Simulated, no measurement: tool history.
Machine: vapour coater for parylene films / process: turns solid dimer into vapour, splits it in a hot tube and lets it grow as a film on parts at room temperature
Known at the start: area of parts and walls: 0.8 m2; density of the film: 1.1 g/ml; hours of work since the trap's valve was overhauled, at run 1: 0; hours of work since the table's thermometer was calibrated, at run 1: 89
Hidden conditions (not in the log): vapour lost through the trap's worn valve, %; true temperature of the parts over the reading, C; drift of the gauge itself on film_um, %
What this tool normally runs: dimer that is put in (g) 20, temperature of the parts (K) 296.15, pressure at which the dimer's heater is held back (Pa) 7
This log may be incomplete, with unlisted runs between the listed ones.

| run | hour | dimer that is put in (g) | temperature of the parts (K) | pressure at which the dimer's heater is held back (Pa) | hours of work since the trap's valve was overhauled | hours of work since the table's thermometer was calibrated | thickness of the film (nm) |
|---|---|---|---|---|---|---|---|
| 1 | 0 | 20 | 296.15 | 7 | 0 | 89 | 17000 |
| 2 | 16 | 20 | 296.15 | 10 | 13 | 102 | 16210 |
| 3 | 30.6 | 20 | 296.15 | 10 | 25 | 114 | 16430 |
| 4 | 47 | 20 | 290.15 | 7 | 39 | 127 | 19740 |
| 5 | 71.3 | 20 | 296.15 | 8.02 | 59 | 147 | 16610 |
| 6 | 99.9 | 20 | 296.15 | 8.02 | 82 | 171 | 16720 |
| 7 | 126.8 | 16 | 293.15 | 2.93 | 104 | 193 | 16020 |
| 8 | 147.2 | 10 | 289.15 | 9.18 | 121 | 210 | 9830 |
| 9 | 162.6 | 20 | 293.15 | 2.49 | 134 | 222 | 20320 |
| 10 | 178.7 | 24 | 295.15 | 7 | 147 | 236 | 20690 |

Consider 3 possible next runs. They are alternatives, not a sequence: every one starts from the tool as it was left by run 10. What does each give?
| A | 207.5 | 17 | 289.15 | 7 | 171 | 259 | ? |
| B | 207.5 | 10 | 302.15 | 8.25 | 171 | 259 | ? |
| C | 207.5 | 14 | 292.15 | 2.39 | 171 | 259 | ? |

| run | thickness of the film (nm) |
|---|---|
| A | 17120 |
| B | 7040 |
| C | 14520 |
Take away the tool's hidden state, keep each run's random variation, and the runs would have read:
| run | thickness of the film (nm) |
|---|---|
| A | 17390 |
| B | 7150 |
| C | 14750 |
